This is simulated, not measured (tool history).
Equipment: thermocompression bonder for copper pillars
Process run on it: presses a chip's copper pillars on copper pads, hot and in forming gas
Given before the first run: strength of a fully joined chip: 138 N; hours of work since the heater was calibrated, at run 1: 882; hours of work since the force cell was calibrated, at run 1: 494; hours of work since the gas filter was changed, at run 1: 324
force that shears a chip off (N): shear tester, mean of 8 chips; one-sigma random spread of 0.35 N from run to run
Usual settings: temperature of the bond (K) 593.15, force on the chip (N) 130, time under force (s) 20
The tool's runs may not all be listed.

run     day  temperature of the bond (K)  force on the chip (N)  time under force (s)  hours of work since the heater was calibrated  hours of work since the force cell was calibrated  hours of work since the gas filter was changed  force that shears a chip off (N)
  1   0.000                       593.15                    130                    20                                            882                                                494                                             324                              81.9
  2   0.458                       593.15                    130                    20                                            890                                                502                                             331                              82.2
  3   0.888                       593.15                    130                    20                                            896                                                508                                             337                              82.3
      1.075  -- forming gas filter changed
  4   1.529                       593.15                    130                    20                                            906                                                518                                               7                              82.2
  5   2.121                       593.15                    130                    20                                            915                                                527                                              16                              82.7
  6   2.725                       593.15                    130                    20                                            924                                                536                                              26                              83.3
  7   3.154                       593.15                    130                    20                                            931                                                543                                              32                              82.5
  8   3.888                       593.15                    130                    20                                            942                                                554                                              43                              83.0
  9   4.404                       593.15                    130                    20                                            950                                                562                                              52                              82.8
 10   4.892                       593.15                    130                    20                                            958                                                570                                              59                              82.6
 11   5.354                       593.15                    162                    20                                            965                                                577                                              66                              93.7
 12   5.983                       593.15                    130                    20                                            975                                                587                                              76                              82.9
 13   6.762                       593.15                    130                    12                                            987                                                599                                              88                              70.5
 14   7.283                       599.15                    130                    20                                            995                                                607                                              96                              88.1
 15   7.862                       593.15                    130                    32                                           1004                                                616                                             105                              94.7
 16   8.579                       593.15                    130                    11                                           1015                                                627                                             116                              68.3
 17   9.458                       593.15                    130                    11                                           1028                                                640                                             130                              67.9
 18  10.279                       593.15                    130                    20                                           1041                                                653                                             142                              83.0
 19  10.683                       593.15                    130                    20                                           1047                                                659                                             149                              82.8
 20  11.279                       593.15                    130                    20                                           1057                                                669                                             158                              83.6
 21  12.142                       593.15                    103                    20                                           1070                                                682                                             171                              71.0
 22  12.867                       606.15                    103                    12                                           1081                                                693                                             182                              69.8
 23  13.354                       599.15                    102                    18                                           1089                                                701                                             190                              72.9
 24  14.083                       590.15                     82                    27                                           1100                                                712                                             201                              64.3
 25  14.796                       622.15                    169                    11                                           1111                                                723                                             212                             106.5
 26  15.183                       621.15                    133                    20                                           1117                                                729                                             218                             108.0
 27  15.817                       566.15                    127                    18                                           1127                                                739                                             228                              55.1
 28  16.375                       565.15                     96                    20                                           1135                                                747                                             237                              44.8
 29  16.888                       565.15                     96                    20                                           1143                                                755                                             245                              44.8
 30  17.254                       604.15                    144                    53                                           1149                                                761                                             250                             119.7
 31  18.042                       567.15                    130                    15                                           1161                                                773                                             262                              53.0
 32  18.683                       572.15                    194                    26                                           1171                                                783                                             272                              89.9
 33  19.071                       572.15                    194                    26                                           1177                                                789                                             278                              90.1
     19.221  -- heater calibrated with a thermocouple chip
 34  19.583                       614.15                    139                    57                                              6                                                796                                             285                             124.7
 35  20.362                       614.15                    139                    57                                             18                                                808                                             297                             125.9
 36  20.888                       593.15                    139                    44                                             26                                                816                                             305                             104.5
 37  21.592                       593.15                    139                    44                                             37                                                827                                             316                             105.1
 38  22.450                       566.15                    119                    44                                             50                                                840                                             329                              71.9
     23.179  -- forming gas filter changed
 39  23.354                       566.15                    162                    23                                             64                                                854                                               3                              72.0
 40  23.983                       594.15                    133                    20                                             73                                                864                                              12                              85.0

Each row is a separate what-if for the run after 40, all from the same tool condition, not one after another. Results?
  A  24.554                       599.15                    135                    20                                             82                                                872                                              21                                 ?
  B  24.554                       581.15                    122                    44                                             82                                                872                                              21                                 ?
  C  24.554                       593.15                     94                    11                                             82                                                872                                              21                                 ?

run  force that shears a chip off (N)
  A                              90.3
  B                              87.8
  C                              52.6
With no hidden state in the tool, these same runs would have given:
run  force that shears a chip off (N)
  A                              90.2
  B                              87.7
  C                              52.5
